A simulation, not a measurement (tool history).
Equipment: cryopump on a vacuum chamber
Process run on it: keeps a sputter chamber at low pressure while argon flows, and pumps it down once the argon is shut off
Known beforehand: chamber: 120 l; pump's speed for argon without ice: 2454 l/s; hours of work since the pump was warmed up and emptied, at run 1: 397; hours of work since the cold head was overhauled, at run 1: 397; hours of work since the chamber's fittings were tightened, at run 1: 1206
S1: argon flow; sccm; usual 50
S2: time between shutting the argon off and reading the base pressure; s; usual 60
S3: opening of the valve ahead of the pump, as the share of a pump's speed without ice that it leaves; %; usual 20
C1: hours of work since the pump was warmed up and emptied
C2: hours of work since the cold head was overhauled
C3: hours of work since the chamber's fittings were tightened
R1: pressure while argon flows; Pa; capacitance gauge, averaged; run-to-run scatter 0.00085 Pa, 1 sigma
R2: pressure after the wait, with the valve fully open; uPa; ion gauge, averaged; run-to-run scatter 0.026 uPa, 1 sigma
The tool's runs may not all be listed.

run,hour,S1,S2,S3,C1,C2,C3,R1,R2
1,0.0,50,60,20,397,397,1206,0.1777,1.33
2,31.1,50,60,20,413,413,1221,0.1792,1.41
3,54.7,50,60,20,424,424,1233,0.1783,1.31
4,76.5,50,60,20,435,435,1244,0.1792,1.36
5,99.8,50,60,20,447,447,1256,0.1768,1.34
6,133.9,50,60,20,464,464,1273,0.1790,1.39

Run 7, settings as shown, results not yet in. Your forecast:
7,151.2,50,60,15,472,472,1281,?,?

Run 7 produced R1 0.2358 Pa, R2 1.36 uPa.
Were there no unlogged condition in the tool, this run, its random variation unchanged, would have produced R1 0.2291 Pa, R2 1.13 uPa.

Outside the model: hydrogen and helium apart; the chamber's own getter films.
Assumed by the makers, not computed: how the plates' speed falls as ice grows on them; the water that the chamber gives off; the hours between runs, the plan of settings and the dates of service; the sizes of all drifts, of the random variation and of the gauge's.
